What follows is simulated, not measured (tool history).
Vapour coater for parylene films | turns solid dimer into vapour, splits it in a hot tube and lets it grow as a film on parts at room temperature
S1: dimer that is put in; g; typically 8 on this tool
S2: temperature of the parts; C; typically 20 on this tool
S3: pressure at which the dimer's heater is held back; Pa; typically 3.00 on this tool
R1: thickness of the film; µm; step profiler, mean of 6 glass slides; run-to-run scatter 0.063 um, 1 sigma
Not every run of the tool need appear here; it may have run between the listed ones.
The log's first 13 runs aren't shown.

run 14 hour=280.5 | S1=8 S2=20 S3=3.00 | R1=7.17
-- hour=283.1 table's thermometer calibrated
run 15 hour=313.1 | S1=8 S2=27 S3=3.00 | R1=6.04
run 16 hour=333.1 | S1=8 S2=16 S3=3.00 | R1=7.95
run 17 hour=359.6 | S1=6 S2=17 S3=5.90 | R1=5.09
run 18 hour=378.0 | S1=6 S2=13 S3=7.56 | R1=5.31
-- hour=386.5 trap's valve overhauled
-- hour=396.0 table's thermometer calibrated, once more
run 19 hour=404.9 | S1=3 S2=19 S3=3.00 | R1=2.84
run 20 hour=429.5 | S1=3 S2=19 S3=3.00 | R1=2.83
run 21 hour=451.8 | S1=3 S2=19 S3=3.00 | R1=2.85
run 22 hour=481.1 | S1=6 S2=28 S3=6.58 | R1=3.81
run 23 hour=501.8 | S1=6 S2=28 S3=6.58 | R1=3.86

What will run 24 give?
run 24 hour=516.3 | S1=5 S2=15 S3=2.40 | R1=?

R1: 5.49 µm
If the tool had no hidden condition, the same run with the same run-to-run variation would have returned R1 5.57 µm.
